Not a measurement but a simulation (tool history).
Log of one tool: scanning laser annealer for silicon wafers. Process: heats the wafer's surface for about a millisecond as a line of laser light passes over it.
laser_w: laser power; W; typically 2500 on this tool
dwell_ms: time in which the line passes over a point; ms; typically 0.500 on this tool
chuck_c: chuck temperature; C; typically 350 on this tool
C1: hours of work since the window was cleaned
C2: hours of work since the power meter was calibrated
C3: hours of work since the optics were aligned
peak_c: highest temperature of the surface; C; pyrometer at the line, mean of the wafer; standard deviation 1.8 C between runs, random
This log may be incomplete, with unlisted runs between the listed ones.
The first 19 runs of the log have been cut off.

run 20 hour=840.1 | laser_w=2721 dwell_ms=0.500 chuck_c=350 | C1=103 C2=628 C3=1284 | peak_c=1139
run 21 hour=883.6 | laser_w=2721 dwell_ms=0.500 chuck_c=350 | C1=122 C2=647 C3=1303 | peak_c=1139
run 22 hour=940.8 | laser_w=2165 dwell_ms=0.409 chuck_c=364 | C1=146 C2=671 C3=1327 | peak_c=892
run 23 hour=1010.1 | laser_w=2588 dwell_ms=0.516 chuck_c=350 | C1=176 C2=701 C3=1357 | peak_c=1097
run 24 hour=1068.0 | laser_w=2743 dwell_ms=0.448 chuck_c=320 | C1=201 C2=726 C3=1382 | peak_c=1069
run 25 hour=1114.3 | laser_w=2500 dwell_ms=0.419 chuck_c=369 | C1=221 C2=746 C3=1402 | peak_c=1012
run 26 hour=1161.9 | laser_w=2500 dwell_ms=0.356 chuck_c=350 | C1=241 C2=766 C3=1422 | peak_c=945
run 27 hour=1220.6 | laser_w=2500 dwell_ms=0.356 chuck_c=350 | C1=267 C2=791 C3=1447 | peak_c=940
run 28 hour=1283.2 | laser_w=2500 dwell_ms=0.520 chuck_c=350 | C1=294 C2=818 C3=1474 | peak_c=1058
run 29 hour=1342.3 | laser_w=2500 dwell_ms=0.557 chuck_c=317 | C1=319 C2=844 C3=1500 | peak_c=1050
run 30 hour=1407.3 | laser_w=2453 dwell_ms=0.401 chuck_c=317 | C1=347 C2=872 C3=1528 | peak_c=929
run 31 hour=1470.1 | laser_w=2453 dwell_ms=0.401 chuck_c=317 | C1=374 C2=899 C3=1555 | peak_c=923
run 32 hour=1500.7 | laser_w=2444 dwell_ms=0.401 chuck_c=317 | C1=387 C2=912 C3=1568 | peak_c=921
run 33 hour=1569.0 | laser_w=2444 dwell_ms=0.401 chuck_c=372 | C1=416 C2=941 C3=1597 | peak_c=976

Run 34 has not been measured yet. What should we expect?
run 34 hour=1603.4 | laser_w=2500 dwell_ms=0.450 chuck_c=350 | C1=431 C2=956 C3=1612 | peak_c=?

{"run 34": {"peak_c": 1005}}
If the tool had no hidden condition, the same run with the same run-to-run variation would have returned peak_c 1032 C.
